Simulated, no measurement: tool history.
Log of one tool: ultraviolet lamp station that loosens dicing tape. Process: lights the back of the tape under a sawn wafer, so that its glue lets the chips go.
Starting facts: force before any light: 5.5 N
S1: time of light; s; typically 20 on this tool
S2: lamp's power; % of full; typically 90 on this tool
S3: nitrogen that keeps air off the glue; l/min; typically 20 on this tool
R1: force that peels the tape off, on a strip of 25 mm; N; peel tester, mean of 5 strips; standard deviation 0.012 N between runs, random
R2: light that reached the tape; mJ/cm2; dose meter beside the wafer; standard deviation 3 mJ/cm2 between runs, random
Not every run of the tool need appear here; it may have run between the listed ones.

{"run": 1, "hour": 0.0, "S1": 20, "S2": 90, "S3": 20, "R1": 0.831, "R2": 336}
{"run": 2, "hour": 40.0, "S1": 20, "S2": 90, "S3": 20, "R1": 0.822, "R2": 328}
{"run": 3, "hour": 83.2, "S1": 20, "S2": 90, "S3": 20, "R1": 0.835, "R2": 325}
{"run": 4, "hour": 136.9, "S1": 20, "S2": 90, "S3": 19, "R1": 0.896, "R2": 323}
{"run": 5, "hour": 185.5, "S1": 20, "S2": 90, "S3": 10, "R1": 1.372, "R2": 318}
{"run": 6, "hour": 234.0, "S1": 20, "S2": 90, "S3": 10, "R1": 1.41, "R2": 304}
{"run": 7, "hour": 270.9, "S1": 20, "S2": 90, "S3": 10, "R1": 1.478, "R2": 300}
{"run": 8, "hour": 312.0, "S1": 20, "S2": 90, "S3": 10, "R1": 1.504, "R2": 300}
{"run": 9, "hour": 363.2, "S1": 12, "S2": 90, "S3": 20, "R1": 1.964, "R2": 173}
{"run": 10, "hour": 408.1, "S1": 12, "S2": 90, "S3": 20, "R1": 1.952, "R2": 171}
{"run": 11, "hour": 462.2, "S1": 12, "S2": 90, "S3": 20, "R1": 2.044, "R2": 170}
{"run": 12, "hour": 501.4, "S1": 12, "S2": 90, "S3": 20, "R1": 2.048, "R2": 168}
{"run": 13, "hour": 535.6, "S1": 12, "S2": 90, "S3": 20, "R1": 2.059, "R2": 164}
{"run": 14, "hour": 566.8, "S1": 12, "S2": 90, "S3": 20, "R1": 2.086, "R2": 162}
{"run": 15, "hour": 590.6, "S1": 12, "S2": 90, "S3": 20, "R1": 2.13, "R2": 162}
{"run": 16, "hour": 646.7, "S1": 20, "S2": 90, "S3": 20, "R1": 1.213, "R2": 259}
{"run": 17, "hour": 675.0, "S1": 20, "S2": 90, "S3": 20, "R1": 1.237, "R2": 255}
{"run": 18, "hour": 710.0, "S1": 20, "S2": 90, "S3": 20, "R1": 1.285, "R2": 251}
{"run": 19, "hour": 741.0, "S1": 20, "S2": 90, "S3": 20, "R1": 1.285, "R2": 247}
{"run": 20, "hour": 764.5, "S1": 20, "S2": 90, "S3": 12, "R1": 1.648, "R2": 246}
{"run": 21, "hour": 790.8, "S1": 26, "S2": 90, "S3": 20, "R1": 0.899, "R2": 315}
{"hour": 798.1, "done": "lamp changed"}
{"run": 22, "hour": 823.9, "S1": 26, "S2": 90, "S3": 20, "R1": 0.457, "R2": 468}
{"run": 23, "hour": 858.9, "S1": 26, "S2": 90, "S3": 20, "R1": 0.473, "R2": 463}
{"run": 24, "hour": 891.0, "S1": 26, "S2": 90, "S3": 20, "R1": 0.472, "R2": 460}
{"hour": 917.2, "done": "window cleaned of glue's vapour"}
{"run": 25, "hour": 930.0, "S1": 26, "S2": 79, "S3": 30, "R1": 0.354, "R2": 487}
{"run": 26, "hour": 973.3, "S1": 15, "S2": 69, "S3": 31, "R1": 1.09, "R2": 239}
{"run": 27, "hour": 1010.6, "S1": 18, "S2": 90, "S3": 20, "R1": 0.678, "R2": 377}
{"run": 28, "hour": 1062.7, "S1": 25, "S2": 90, "S3": 10, "R1": 0.644, "R2": 504}
{"run": 29, "hour": 1091.2, "S1": 33, "S2": 79, "S3": 10, "R1": 0.535, "R2": 577}
{"run": 30, "hour": 1127.7, "S1": 11, "S2": 83, "S3": 20, "R1": 1.713, "R2": 203}
{"run": 31, "hour": 1173.5, "S1": 18, "S2": 83, "S3": 11, "R1": 1.285, "R2": 323}
{"run": 32, "hour": 1203.7, "S1": 18, "S2": 83, "S3": 11, "R1": 1.31, "R2": 323}
{"run": 33, "hour": 1255.6, "S1": 10, "S2": 67, "S3": 6, "R1": 3.282, "R2": 141}
{"run": 34, "hour": 1286.1, "S1": 10, "S2": 67, "S3": 6, "R1": 3.313, "R2": 138}
{"run": 35, "hour": 1329.6, "S1": 10, "S2": 67, "S3": 6, "R1": 3.238, "R2": 138}
{"run": 36, "hour": 1375.4, "S1": 20, "S2": 66, "S3": 19, "R1": 1.236, "R2": 263}
{"run": 37, "hour": 1410.8, "S1": 20, "S2": 66, "S3": 19, "R1": 1.202, "R2": 262}
{"run": 38, "hour": 1437.0, "S1": 37, "S2": 70, "S3": 30, "R1": 0.319, "R2": 509}
{"run": 39, "hour": 1480.5, "S1": 22, "S2": 94, "S3": 20, "R1": 0.641, "R2": 395}

Run 40 comes next. What will it give?
{"run": 40, "hour": 1514.3, "S1": 29, "S2": 94, "S3": 11, "R1": "?", "R2": "?"}

{"run 40": {"R1": 0.605, "R2": 521}}
With no hidden state in the tool, this same run would have given R1 0.4 N, R2 664 mJ/cm2.
